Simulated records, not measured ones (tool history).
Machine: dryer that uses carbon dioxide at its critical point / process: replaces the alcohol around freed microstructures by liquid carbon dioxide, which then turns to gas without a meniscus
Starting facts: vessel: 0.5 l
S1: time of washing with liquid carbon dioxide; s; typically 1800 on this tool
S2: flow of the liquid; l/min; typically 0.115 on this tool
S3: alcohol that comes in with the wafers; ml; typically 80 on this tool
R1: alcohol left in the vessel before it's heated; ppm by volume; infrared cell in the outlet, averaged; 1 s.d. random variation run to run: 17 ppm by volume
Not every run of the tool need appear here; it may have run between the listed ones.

{"run": 1, "day": 0.0, "S1": 1800, "S2": 0.115, "S3": 80, "R1": 1295}
{"run": 2, "day": 0.333, "S1": 1800, "S2": 0.115, "S3": 80, "R1": 1389}
{"run": 3, "day": 0.638, "S1": 1800, "S2": 0.115, "S3": 80, "R1": 1366}
{"run": 4, "day": 0.996, "S1": 1800, "S2": 0.115, "S3": 80, "R1": 1386}
{"run": 5, "day": 1.304, "S1": 1800, "S2": 0.115, "S3": 80, "R1": 1415}
{"run": 6, "day": 1.575, "S1": 1800, "S2": 0.115, "S3": 80, "R1": 1499}
{"run": 7, "day": 1.862, "S1": 1800, "S2": 0.193, "S3": 80, "R1": 93}
{"run": 8, "day": 2.138, "S1": 1800, "S2": 0.193, "S3": 80, "R1": 81}
{"run": 9, "day": 2.308, "S1": 1800, "S2": 0.193, "S3": 80, "R1": 97}
{"run": 10, "day": 2.504, "S1": 1800, "S2": 0.115, "S3": 80, "R1": 1579}
{"run": 11, "day": 2.758, "S1": 2820, "S2": 0.19, "S3": 74, "R1": 8}
{"run": 12, "day": 2.979, "S1": 2820, "S2": 0.105, "S3": 74, "R1": 203}
{"run": 13, "day": 3.342, "S1": 1560, "S2": 0.105, "S3": 99, "R1": 5145}
{"run": 14, "day": 3.525, "S1": 1560, "S2": 0.105, "S3": 99, "R1": 5237}
{"run": 15, "day": 3.696, "S1": 1560, "S2": 0.105, "S3": 99, "R1": 5369}
{"run": 16, "day": 3.904, "S1": 1560, "S2": 0.105, "S3": 99, "R1": 5254}
{"run": 17, "day": 4.062, "S1": 1560, "S2": 0.105, "S3": 99, "R1": 5476}
{"run": 18, "day": 4.392, "S1": 1800, "S2": 0.115, "S3": 40, "R1": 868}
{"run": 19, "day": 4.662, "S1": 1500, "S2": 0.137, "S3": 24, "R1": 567}
{"run": 20, "day": 4.892, "S1": 1560, "S2": 0.149, "S3": 57, "R1": 819}

Here are 3 independent what-if runs from the current tool condition. What would each one return?
{"run": "A", "day": 5.129, "S1": 1140, "S2": 0.069, "S3": 39, "R1": "?"}
{"run": "B", "day": 5.129, "S1": 1560, "S2": 0.154, "S3": 57, "R1": "?"}
{"run": "C", "day": 5.129, "S1": 1800, "S2": 0.111, "S3": 27, "R1": "?"}

run=A R1=13249
run=B R1=702
run=C R1=724
Without the tool's unlogged condition, the same runs would have read:
run=A R1=10892
run=B R1=398
run=C R1=443
